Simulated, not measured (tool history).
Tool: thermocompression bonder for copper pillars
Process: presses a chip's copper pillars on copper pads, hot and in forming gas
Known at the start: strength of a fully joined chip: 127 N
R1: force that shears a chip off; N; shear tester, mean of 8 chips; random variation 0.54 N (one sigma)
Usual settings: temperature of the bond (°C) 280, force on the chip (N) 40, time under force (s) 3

{"run": 1, "hour": 0.0, "temperature of the bond (°C)": 280, "force on the chip (N)": 40, "time under force (s)": 3, "R1": 53.2}
{"run": 2, "hour": 25.6, "temperature of the bond (°C)": 280, "force on the chip (N)": 40, "time under force (s)": 3, "R1": 54.4}
{"hour": 58.0, "done": "heater calibrated with a thermocouple chip"}
{"run": 3, "hour": 59.3, "temperature of the bond (°C)": 280, "force on the chip (N)": 40, "time under force (s)": 3, "R1": 53.1}
{"run": 4, "hour": 86.0, "temperature of the bond (°C)": 280, "force on the chip (N)": 40, "time under force (s)": 3, "R1": 53.8}
{"run": 5, "hour": 122.1, "temperature of the bond (°C)": 280, "force on the chip (N)": 40, "time under force (s)": 3, "R1": 54.0}
{"run": 6, "hour": 137.8, "temperature of the bond (°C)": 280, "force on the chip (N)": 40, "time under force (s)": 3, "R1": 52.8}
{"run": 7, "hour": 174.5, "temperature of the bond (°C)": 280, "force on the chip (N)": 40, "time under force (s)": 3, "R1": 53.7}
{"run": 8, "hour": 209.9, "temperature of the bond (°C)": 280, "force on the chip (N)": 34, "time under force (s)": 3, "R1": 47.2}
{"run": 9, "hour": 246.6, "temperature of the bond (°C)": 280, "force on the chip (N)": 34, "time under force (s)": 3, "R1": 48.3}
{"run": 10, "hour": 263.5, "temperature of the bond (°C)": 261, "force on the chip (N)": 40, "time under force (s)": 3, "R1": 37.9}
{"run": 11, "hour": 299.0, "temperature of the bond (°C)": 261, "force on the chip (N)": 40, "time under force (s)": 3, "R1": 38.6}
{"hour": 309.0, "done": "forming gas filter changed"}
{"run": 12, "hour": 324.4, "temperature of the bond (°C)": 305, "force on the chip (N)": 57, "time under force (s)": 2, "R1": 80.0}
{"run": 13, "hour": 342.6, "temperature of the bond (°C)": 280, "force on the chip (N)": 40, "time under force (s)": 3, "R1": 54.5}
{"run": 14, "hour": 374.4, "temperature of the bond (°C)": 269, "force on the chip (N)": 39, "time under force (s)": 4, "R1": 49.0}
{"run": 15, "hour": 405.8, "temperature of the bond (°C)": 269, "force on the chip (N)": 46, "time under force (s)": 4, "R1": 54.2}
{"run": 16, "hour": 441.0, "temperature of the bond (°C)": 280, "force on the chip (N)": 54, "time under force (s)": 2, "R1": 55.3}
{"run": 17, "hour": 458.0, "temperature of the bond (°C)": 279, "force on the chip (N)": 29, "time under force (s)": 7, "R1": 58.9}

Forecast each of these 3 alternatives for the next run:
{"run": "A", "hour": 479.4, "temperature of the bond (°C)": 279, "force on the chip (N)": 29, "time under force (s)": 2, "R1": "?"}
{"run": "B", "hour": 479.4, "temperature of the bond (°C)": 280, "force on the chip (N)": 36, "time under force (s)": 9, "R1": "?"}
{"run": "C", "hour": 479.4, "temperature of the bond (°C)": 280, "force on the chip (N)": 29, "time under force (s)": 2, "R1": "?"}

run=A R1=34.8
run=B R1=73.7
run=C R1=36.6
Without the tool's hidden state the same runs would have given:
run=A R1=34.8
run=B R1=73.6
run=C R1=36.5

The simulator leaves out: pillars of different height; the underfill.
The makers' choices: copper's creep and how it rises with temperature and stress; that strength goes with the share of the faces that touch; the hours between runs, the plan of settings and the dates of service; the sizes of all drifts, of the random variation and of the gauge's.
